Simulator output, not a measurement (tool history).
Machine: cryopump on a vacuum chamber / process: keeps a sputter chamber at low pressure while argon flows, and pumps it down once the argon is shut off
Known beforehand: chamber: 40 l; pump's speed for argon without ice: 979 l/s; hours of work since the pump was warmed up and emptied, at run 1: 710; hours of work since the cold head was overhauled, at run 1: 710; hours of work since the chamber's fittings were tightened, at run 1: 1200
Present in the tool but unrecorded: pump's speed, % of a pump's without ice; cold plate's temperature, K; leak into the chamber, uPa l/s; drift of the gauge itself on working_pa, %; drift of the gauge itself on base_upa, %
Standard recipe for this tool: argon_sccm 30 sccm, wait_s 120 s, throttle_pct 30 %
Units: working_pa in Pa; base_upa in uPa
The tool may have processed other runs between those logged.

| run | day | argon_sccm | wait_s | throttle_pct | hours of work since the pump was warmed up and emptied | hours of work since the cold head was overhauled | hours of work since the chamber's fittings were tightened | working_pa | base_upa |
|---|---|---|---|---|---|---|---|---|---|
| 1 | 0 | 30 | 120 | 30 | 710 | 710 | 1200 | 0.1819 | 1.32 |
|  | 1.871 | pump warmed up, emptied and cooled again |
| 2 | 1.917 | 30 | 120 | 30 | 1 | 744 | 1234 | 0.174 | 1.23 |
| 3 | 3.633 | 30 | 120 | 30 | 35 | 778 | 1268 | 0.1738 | 1.26 |
| 4 | 4.408 | 30 | 120 | 30 | 50 | 793 | 1283 | 0.173 | 1.21 |
| 5 | 5.808 | 30 | 120 | 30 | 78 | 821 | 1311 | 0.1747 | 1.24 |
| 6 | 7.454 | 30 | 120 | 30 | 111 | 853 | 1343 | 0.1748 | 1.21 |
| 7 | 9.188 | 14 | 120 | 30 | 145 | 888 | 1378 | 0.0819 | 1.32 |
| 8 | 10.392 | 14 | 120 | 30 | 169 | 912 | 1402 | 0.082 | 1.26 |
| 9 | 12.221 | 30 | 74 | 30 | 205 | 948 | 1438 | 0.1761 | 1.57 |
| 10 | 13.188 | 30 | 74 | 30 | 224 | 967 | 1457 | 0.1757 | 1.59 |
| 11 | 13.975 | 30 | 120 | 30 | 240 | 983 | 1473 | 0.1775 | 1.3 |
| 12 | 15.6 | 30 | 120 | 30 | 272 | 1015 | 1505 | 0.1761 | 1.32 |
| 13 | 17.175 | 30 | 120 | 30 | 303 | 1046 | 1536 | 0.1769 | 1.35 |
| 14 | 18.675 | 30 | 120 | 30 | 333 | 1076 | 1566 | 0.1772 | 1.37 |
| 15 | 20.45 | 30 | 120 | 30 | 368 | 1111 | 1601 | 0.1777 | 1.4 |
| 16 | 21.408 | 30 | 120 | 30 | 387 | 1130 | 1620 | 0.1789 | 1.4 |
| 17 | 22.446 | 30 | 120 | 30 | 408 | 1151 | 1641 | 0.1778 | 1.36 |
| 18 | 24.138 | 26 | 91 | 50 | 441 | 1184 | 1674 | 0.0953 | 1.56 |
| 19 | 25.458 | 15 | 26 | 30 | 468 | 1210 | 1700 | 0.0899 | 3.26 |
| 20 | 26.858 | 15 | 92 | 29 | 495 | 1238 | 1728 | 0.0928 | 1.64 |
| 21 | 27.75 | 44 | 98 | 28 | 513 | 1256 | 1746 | 0.2819 | 1.59 |
| 22 | 28.896 | 30 | 120 | 42 | 536 | 1278 | 1768 | 0.1309 | 1.51 |
| 23 | 30.467 | 30 | 120 | 23 | 567 | 1310 | 1800 | 0.2343 | 1.49 |
| 24 | 31.271 | 14 | 123 | 34 | 583 | 1326 | 1816 | 0.075 | 1.48 |
| 25 | 32.921 | 20 | 25 | 24 | 616 | 1358 | 1848 | 0.1498 | 3.25 |
| 26 | 33.875 | 20 | 25 | 24 | 635 | 1377 | 1867 | 0.1503 | 3.4 |
| 27 | 34.683 | 20 | 25 | 24 | 651 | 1393 | 1883 | 0.1499 | 3.34 |
| 28 | 35.721 | 20 | 25 | 24 | 671 | 1414 | 1904 | 0.1499 | 3.39 |
| 29 | 36.692 | 31 | 42 | 33 | 690 | 1433 | 1923 | 0.1725 | 2.46 |
| 30 | 38.167 | 30 | 43 | 56 | 720 | 1462 | 1952 | 0.1017 | 2.36 |
|  | 39.383 | pump warmed up, emptied and cooled again |
| 31 | 39.408 | 30 | 43 | 56 | 0 | 1483 | 1973 | 0.094 | 2.33 |

Each row is a separate what-if for the run after 31, all from the same tool condition, not one after another. Results?
| A | 40.792 | 30 | 50 | 24 | 28 | 1510 | 2000 | ? | ? |
| B | 40.792 | 30 | 120 | 27 | 28 | 1510 | 2000 | ? | ? |
| C | 40.792 | 30 | 265 | 20 | 28 | 1510 | 2000 | ? | ? |
| D | 40.792 | 15 | 144 | 32 | 28 | 1510 | 2000 | ? | ? |
| E | 40.792 | 30 | 43 | 35 | 28 | 1510 | 2000 | ? | ? |

| run | working_pa | base_upa |
|---|---|---|
| A | 0.2175 | 2.16 |
| B | 0.1941 | 1.53 |
| C | 0.261 | 1.2 |
| D | 0.0821 | 1.37 |
| E | 0.1496 | 2.28 |
Stripped of hidden state, with their random variation kept, the same runs would have yielded:
| run | working_pa | base_upa |
|---|---|---|
| A | 0.2157 | 1.48 |
| B | 0.1924 | 0.82 |
| C | 0.2592 | 0.52 |
| D | 0.0812 | 0.7 |
| E | 0.1479 | 1.61 |
